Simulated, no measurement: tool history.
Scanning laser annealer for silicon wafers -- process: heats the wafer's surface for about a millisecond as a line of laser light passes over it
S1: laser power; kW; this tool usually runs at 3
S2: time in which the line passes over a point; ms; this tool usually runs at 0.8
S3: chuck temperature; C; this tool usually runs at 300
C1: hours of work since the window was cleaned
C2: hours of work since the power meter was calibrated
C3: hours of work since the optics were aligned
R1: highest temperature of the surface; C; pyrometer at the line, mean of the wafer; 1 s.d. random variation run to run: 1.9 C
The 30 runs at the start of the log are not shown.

run    hour     S1     S2   S3   C1    C2   C3    R1
 31  2068.2  2.931  0.789  287  380  2360  493  1032
     2101.3  -- window over the wafer cleaned
 32  2129.3  2.931  0.674  279   21  2405  538  1007
 33  2178.3  2.931  0.606  315   58  2442  575  1007
 34  2241.2  3.111  0.861  312  106  2489  623  1157
 35  2319.4  3.208  0.707  300  165  2548  682  1097
 36  2361.1  3.208  0.707  300  196  2580  713  1093
     2374.3  -- optics aligned, line set to its width
 37  2435.5  3.062    0.8  261  249  2632   46  1062
 38  2490.5      3  0.574  278  290  2674   88   955
 39  2542.8      3  0.574  278  330  2714  127   949
 40  2598.5      3  0.807  278  372  2756  169  1053

What if the next run were any one of these 4? Each begins from the tool's condition after run 40:
     2643.2  -- window over the wafer cleaned
  A  2659.7      3    0.8  324  12  2800  214   ?
     2643.2  -- window over the wafer cleaned
  B  2659.7      3  0.581  278  12  2800  214   ?
     2643.2  -- window over the wafer cleaned
  C  2659.7      3  0.748  278  12  2800  214   ?
     2643.2  -- window over the wafer cleaned
  D  2659.7  3.094  0.954  300  12  2800  214   ?

run    R1
  A  1132
  B   982
  C  1060
  D  1197
With the hidden condition removed and each run's random variation left untouched, the same runs would have given:
run    R1
  A  1132
  B   982
  C  1059
  D  1197
